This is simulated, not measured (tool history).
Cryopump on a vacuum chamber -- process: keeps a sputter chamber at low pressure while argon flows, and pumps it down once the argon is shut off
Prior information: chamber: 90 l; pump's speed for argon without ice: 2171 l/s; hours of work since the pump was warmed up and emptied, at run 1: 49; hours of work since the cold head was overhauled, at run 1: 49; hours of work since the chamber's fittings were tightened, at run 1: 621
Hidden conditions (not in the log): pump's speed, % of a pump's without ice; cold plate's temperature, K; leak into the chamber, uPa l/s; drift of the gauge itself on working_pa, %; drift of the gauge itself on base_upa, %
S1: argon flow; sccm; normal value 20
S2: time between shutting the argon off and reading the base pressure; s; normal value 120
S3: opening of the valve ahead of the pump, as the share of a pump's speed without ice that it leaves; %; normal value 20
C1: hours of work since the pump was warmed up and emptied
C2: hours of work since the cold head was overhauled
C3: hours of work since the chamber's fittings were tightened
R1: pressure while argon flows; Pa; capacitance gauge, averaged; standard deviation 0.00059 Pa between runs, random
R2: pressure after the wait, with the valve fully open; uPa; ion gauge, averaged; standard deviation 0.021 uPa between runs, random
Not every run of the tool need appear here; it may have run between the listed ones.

Run 1, day 0.000: usual settings; C1 49; C2 49; C3 621. Result: R1 0.0787 Pa, R2 0.97 uPa.
Run 2, day 2.025: usual settings but S3 23 %; C1 71; C2 71; C3 642. Result: R1 0.0684 Pa, R2 0.96 uPa.
Run 3, day 3.421: usual settings; C1 86; C2 86; C3 657. Result: R1 0.0784 Pa, R2 1.00 uPa.
Run 4, day 5.175: usual settings; C1 104; C2 104; C3 676. Result: R1 0.0781 Pa, R2 1.01 uPa.
Run 5, day 6.946: usual settings; C1 123; C2 123; C3 695. Result: R1 0.0786 Pa, R2 0.97 uPa.
Run 6, day 9.233: usual settings but S1 13 sccm; C1 147; C2 147; C3 719. Result: R1 0.0517 Pa, R2 1.03 uPa.
Run 7, day 11.571: usual settings but S1 13 sccm; C1 172; C2 172; C3 744. Result: R1 0.0518 Pa, R2 1.04 uPa.
Run 8, day 13.312: usual settings but S3 44 %; C1 191; C2 191; C3 762. Result: R1 0.0362 Pa, R2 1.07 uPa.
Run 9, day 15.421: usual settings but S1 13 sccm, S3 44 %; C1 213; C2 213; C3 785. Result: R1 0.0235 Pa, R2 1.10 uPa.
Run 10, day 18.096: usual settings but S1 13 sccm, S3 44 %; C1 241; C2 241; C3 813. Result: R1 0.0243 Pa, R2 1.09 uPa.
Run 11, day 19.283: usual settings; C1 254; C2 254; C3 826. Result: R1 0.0801 Pa, R2 1.15 uPa.
Run 12, day 20.729: usual settings; C1 269; C2 269; C3 841. Result: R1 0.0798 Pa, R2 1.12 uPa.
Run 13, day 22.408: usual settings but S1 16 sccm; C1 287; C2 287; C3 859. Result: R1 0.0636 Pa, R2 1.14 uPa.
Run 14, day 23.979: usual settings but S1 16 sccm; C1 304; C2 304; C3 875. Result: R1 0.0643 Pa, R2 1.21 uPa.
Run 15, day 25.654: usual settings but S2 134 s; C1 322; C2 322; C3 893. Result: R1 0.0815 Pa, R2 1.14 uPa.
Run 16, day 27.992: usual settings but S2 134 s; C1 346; C2 346; C3 918. Result: R1 0.0806 Pa, R2 1.23 uPa.
Run 17, day 29.512: usual settings but S2 134 s; C1 363; C2 363; C3 934. Result: R1 0.0817 Pa, R2 1.22 uPa.
Run 18, day 31.508: usual settings but S1 10 sccm, S2 22 s, S3 35 %; C1 384; C2 384; C3 955. Result: R1 0.0240 Pa, R2 2.97 uPa.
At day 32.404: pump warmed up, emptied and cooled again.
Run 19, day 34.383: usual settings but S1 14 sccm, S2 22 s, S3 31 %; C1 21; C2 412; C3 984. Result: R1 0.0363 Pa, R2 2.82 uPa.
Run 20, day 36.500: usual settings but S1 31 sccm, S2 30 s; C1 44; C2 435; C3 1006. Result: R1 0.1209 Pa, R2 2.26 uPa.
Run 21, day 37.925: usual settings but S1 22 sccm; C1 59; C2 450; C3 1021. Result: R1 0.0863 Pa, R2 1.19 uPa.
Run 22, day 39.988: usual settings but S1 32 sccm, S2 173 s; C1 81; C2 472; C3 1043. Result: R1 0.1251 Pa, R2 1.10 uPa.
Run 23, day 41.071: usual settings but S1 32 sccm, S2 173 s; C1 92; C2 483; C3 1055. Result: R1 0.1263 Pa, R2 1.11 uPa.
Run 24, day 43.467: usual settings but S1 32 sccm, S2 173 s; C1 117; C2 509; C3 1080. Result: R1 0.1258 Pa, R2 1.12 uPa.
Run 25, day 45.346: usual settings but S1 14 sccm, S2 173 s, S3 43 %; C1 137; C2 529; C3 1100. Result: R1 0.0265 Pa, R2 1.13 uPa.
Run 26, day 47.483: usual settings but S1 17 sccm; C1 160; C2 551; C3 1123. Result: R1 0.0679 Pa, R2 1.29 uPa.
Run 27, day 49.808: usual settings but S1 17 sccm; C1 185; C2 576; C3 1148. Result: R1 0.0682 Pa, R2 1.34 uPa.
Run 28, day 51.517: usual settings but S1 36 sccm, S2 126 s, S3 27 %; C1 203; C2 594; C3 1166. Result: R1 0.1065 Pa, R2 1.33 uPa.
Run 29, day 52.888: usual settings but S1 36 sccm, S2 126 s, S3 27 %; C1 218; C2 609; C3 1180. Result: R1 0.1073 Pa, R2 1.38 uPa.
Run 30, day 55.442: usual settings but S1 9 sccm, S3 21 %; C1 245; C2 636; C3 1207. Result: R1 0.0345 Pa, R2 1.50 uPa.
Run 31, day 58.054: usual settings but S1 9 sccm, S3 21 %; C1 272; C2 664; C3 1235. Result: R1 0.0347 Pa, R2 1.40 uPa.
Run 32, day 59.775: usual settings but S2 185 s; C1 291; C2 682; C3 1253. Result: R1 0.0811 Pa, R2 1.31 uPa.
Run 33, day 61.683: usual settings but S2 185 s; C1 311; C2 702; C3 1274. Result: R1 0.0802 Pa, R2 1.29 uPa.

What if the next run were any one of these 4? Each begins from the tool's condition after run 33:
Run A, day 64.112: usual settings but S1 32 sccm, S2 61 s; C1 337; C2 728; C3 1299. Result: R1 ?, R2 ?.
Run B, day 64.112: usual settings but S2 35 s, S3 44 %; C1 337; C2 728; C3 1299. Result: R1 ?, R2 ?.
Run C, day 64.112: usual settings but S1 17 sccm, S2 185 s; C1 337; C2 728; C3 1299. Result: R1 ?, R2 ?.
Run D, day 64.112: usual settings but S1 28 sccm, S2 168 s, S3 17 %; C1 337; C2 728; C3 1299. Result: R1 ?, R2 ?.

run      R1    R2
  A  0.1274  1.86
  B  0.0379  2.42
  C  0.0678  1.42
  D  0.1319  1.40
Had the tool no hidden state, the same runs would have come out as:
run      R1    R2
  A  0.1233  0.88
  B  0.0353  1.41
  C  0.0657  0.40
  D  0.1283  0.39
